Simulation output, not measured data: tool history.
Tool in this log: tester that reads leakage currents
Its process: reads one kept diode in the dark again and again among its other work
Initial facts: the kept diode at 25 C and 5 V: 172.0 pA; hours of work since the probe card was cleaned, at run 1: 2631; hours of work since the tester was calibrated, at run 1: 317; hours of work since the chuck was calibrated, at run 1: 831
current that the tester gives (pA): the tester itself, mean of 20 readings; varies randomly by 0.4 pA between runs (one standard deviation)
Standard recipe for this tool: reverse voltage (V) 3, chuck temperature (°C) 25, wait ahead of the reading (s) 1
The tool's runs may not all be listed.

run    hour  reverse voltage (V)  chuck temperature (°C)  wait ahead of the reading (s)  hours of work since the probe card was cleaned  hours of work since the tester was calibrated  hours of work since the chuck was calibrated  current that the tester gives (pA)
  1       0                    3                      25                              1                                            2631                                            317                                           831                              137.87
  2    64.1                    3                      25                              1                                            2666                                            351                                           866                              139.25
  3   139.8                    3                      25                              1                                            2706                                            392                                           907                              138.65
  4   217.2                    3                      25                           9.49                                            2748                                            434                                           948                              137.55
  5   276.5                    3                      53                           9.49                                            2780                                            466                                           980                             1194.13
  6   348.5                    3                      53                           9.49                                            2819                                            504                                          1019                             1196.48
  7   418.2                    3                      25                              1                                            2856                                            542                                          1057                              139.78
  8   488.7                    3                      25                            6.3                                            2894                                            580                                          1095                              138.55
  9   548.2                    3                      22                              1                                            2926                                            612                                          1127                                 109
 10   581.5                    3                      22                              1                                            2944                                            630                                          1145                              109.74
 11   641.9                10.03                      25                              1                                            2977                                            662                                          1177                              277.92
 12   688.4                    3                      33                              1                                            3002                                            687                                          1202                              269.81
 13   738.8                    3                      33                              1                                            3029                                            715                                          1229                              268.41
 14     819                    3                      33                              1                                            3072                                            758                                          1273                              268.05
 15   882.5                    3                      25                              1                                            3106                                            792                                          1307                               141.2
 16   952.3                    3                      25                              1                                            3144                                            830                                          1344                              141.36
 17   986.7                    3                      25                              1                                            3163                                            848                                          1363                              142.11
 18  1065.2                    3                      25                              1                                            3205                                            890                                          1405                              141.83
 19    1117                    3                      25                              1                                            3233                                            918                                          1433                              142.36
 20  1171.8                    3                      25                              1                                            3262                                            948                                          1463                              142.96
     1180.2  -- chuck's temperature calibrated
 21  1244.6                    3                      48                            3.1                                            3300                                            986                                            35                              873.33
     1315.9  -- probe card cleaned and baked
 22  1317.7                  1.6                      25                            1.2                                               1                                           1024                                            72                              101.32
 23    1385                    3                      39                           1.25                                              37                                           1060                                           109                              446.92
 24  1448.3                    3                      39                           0.36                                              71                                           1094                                           143                              447.87
 25  1487.2                    3                      39                           0.36                                              92                                           1115                                           164                              448.39
 26  1557.9                 6.76                      25                              1                                             130                                           1153                                           202                              225.52
     1566.5  -- chuck's temperature calibrated, once more
 27  1621.1                18.55                      29                           1.09                                             163                                           1186                                            29                              491.87
 28  1667.7                15.19                      28                           3.11                                             188                                           1211                                            55                              402.18
 29  1719.2                 2.09                      38                           3.01                                             216                                           1239                                            82                              308.61
 30    1754                    3                      25                           0.77                                             235                                           1258                                           101                              130.22
 31    1827                    3                      25                           0.58                                             274                                           1297                                           140                              131.41
 32  1889.7                 1.46                      39                           1.56                                             308                                           1331                                           174                              273.32
 33    1930                 5.92                      44                              1                                             330                                           1353                                           196                              859.38
 34  1983.2                  2.4                      22                           8.91                                             358                                           1381                                           225                               89.01
 35  2020.5                 2.16                      22                           8.91                                             379                                           1401                                           245                                84.1
 36  2060.7                    3                      25                            4.7                                             400                                           1423                                           266                              131.07
 37  2137.3                    3                      25                            4.7                                             441                                           1464                                           308                              130.71
 38    2198                    3                      25                            4.7                                             474                                           1497                                           340                              130.84
 39  2265.6                    3                      25                            2.9                                             511                                           1533                                           377                              132.17
 40  2326.2                 2.42                      37                           5.41                                             543                                           1566                                           409                              310.91

Forecast each of these 3 alternatives for the next run:
  A  2397.7                 1.53                      25                           8.95                                             582                                           1605                                           448                                   ?
  B  2397.7                    3                      25                           0.79                                             582                                           1605                                           448                                   ?
  C  2397.7                 2.42                      38                           1.55                                             582                                           1605                                           448                                   ?

run  current that the tester gives (pA)
  A                               91.34
  B                              132.45
  C                              337.98
Without the tool's unlogged condition, the same runs would have read:
run  current that the tester gives (pA)
  A                               90.75
  B                               131.4
  C                              336.62

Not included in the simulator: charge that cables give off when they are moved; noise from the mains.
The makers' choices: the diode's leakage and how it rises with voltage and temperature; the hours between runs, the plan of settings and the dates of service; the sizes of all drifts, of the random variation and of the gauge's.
